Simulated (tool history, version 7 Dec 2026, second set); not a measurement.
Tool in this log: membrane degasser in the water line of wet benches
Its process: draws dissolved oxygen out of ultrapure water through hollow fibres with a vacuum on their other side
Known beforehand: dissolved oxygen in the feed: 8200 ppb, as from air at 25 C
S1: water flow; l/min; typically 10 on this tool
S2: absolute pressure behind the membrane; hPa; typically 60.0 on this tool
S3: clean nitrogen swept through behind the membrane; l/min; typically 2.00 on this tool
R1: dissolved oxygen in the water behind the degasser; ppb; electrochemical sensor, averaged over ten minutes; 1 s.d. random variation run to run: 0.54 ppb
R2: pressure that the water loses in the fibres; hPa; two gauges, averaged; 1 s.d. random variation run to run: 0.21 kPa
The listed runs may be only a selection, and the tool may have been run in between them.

run 1 hour=0.0 | S1=10 S2=60.0 S3=2.00 | R1=45.1 R2=494.7
run 2 hour=42.9 | S1=10 S2=60.0 S3=2.00 | R1=44.7 R2=494.3
run 3 hour=84.5 | S1=10 S2=60.0 S3=2.00 | R1=43.7 R2=497.3
run 4 hour=122.6 | S1=10 S2=60.0 S3=2.00 | R1=44.5 R2=497.9
run 5 hour=151.8 | S1=10 S2=60.0 S3=2.00 | R1=45.5 R2=491.1
run 6 hour=213.1 | S1=10 S2=60.0 S3=2.00 | R1=44.7 R2=492.8
run 7 hour=242.0 | S1=10 S2=60.0 S3=2.00 | R1=44.0 R2=497.2
run 8 hour=294.7 | S1=10 S2=60.0 S3=2.00 | R1=44.7 R2=495.5
run 9 hour=324.8 | S1=7 S2=60.0 S3=2.00 | R1=25.1 R2=345.8
run 10 hour=391.7 | S1=7 S2=60.0 S3=2.00 | R1=25.8 R2=345.2
run 11 hour=452.3 | S1=10 S2=60.0 S3=1.50 | R1=55.5 R2=486.4
run 12 hour=481.2 | S1=10 S2=60.0 S3=1.66 | R1=50.3 R2=493.4
run 13 hour=530.8 | S1=10 S2=60.0 S3=1.66 | R1=51.4 R2=485.3
run 14 hour=559.3 | S1=10 S2=60.0 S3=1.66 | R1=50.9 R2=491.6
run 15 hour=613.8 | S1=10 S2=61.2 S3=2.00 | R1=45.7 R2=489.2
run 16 hour=642.3 | S1=12 S2=146.4 S3=1.79 | R1=207.3 R2=585.3
run 17 hour=697.2 | S1=8 S2=60.0 S3=1.95 | R1=30.9 R2=390.5
run 18 hour=737.2 | S1=10 S2=63.2 S3=2.00 | R1=48.7 R2=486.3
run 19 hour=774.7 | S1=15 S2=63.2 S3=0.82 | R1=197.0 R2=727.5
run 20 hour=809.5 | S1=15 S2=121.1 S3=0.86 | R1=410.4 R2=745.0
run 21 hour=864.9 | S1=15 S2=121.1 S3=0.86 | R1=412.8 R2=741.9
run 22 hour=909.2 | S1=15 S2=121.1 S3=0.86 | R1=409.6 R2=745.7
run 23 hour=962.8 | S1=15 S2=121.1 S3=0.86 | R1=409.1 R2=739.5
run 24 hour=990.6 | S1=7 S2=96.0 S3=2.16 | R1=51.8 R2=345.9
run 25 hour=1038.5 | S1=7 S2=89.9 S3=0.85 | R1=112.5 R2=347.7
run 26 hour=1079.8 | S1=8 S2=60.0 S3=0.83 | R1=66.9 R2=395.7
run 27 hour=1113.3 | S1=12 S2=40.7 S3=3.50 | R1=35.3 R2=593.9

Put back what was entered between runs (1 entry, withheld): which listed runs does each sit between, and how does the hidden state differ from the listed run before to the listed run after?
After run 19, before run 20: gauge calibrated (hour 797.1)
  drift of the gauge itself on loss_of_pressure_kpa, %: -2.73 -> -0.04
  difference, measured minus the result without the unlogged condition, R2: -20.2 -> -0.1 hPa

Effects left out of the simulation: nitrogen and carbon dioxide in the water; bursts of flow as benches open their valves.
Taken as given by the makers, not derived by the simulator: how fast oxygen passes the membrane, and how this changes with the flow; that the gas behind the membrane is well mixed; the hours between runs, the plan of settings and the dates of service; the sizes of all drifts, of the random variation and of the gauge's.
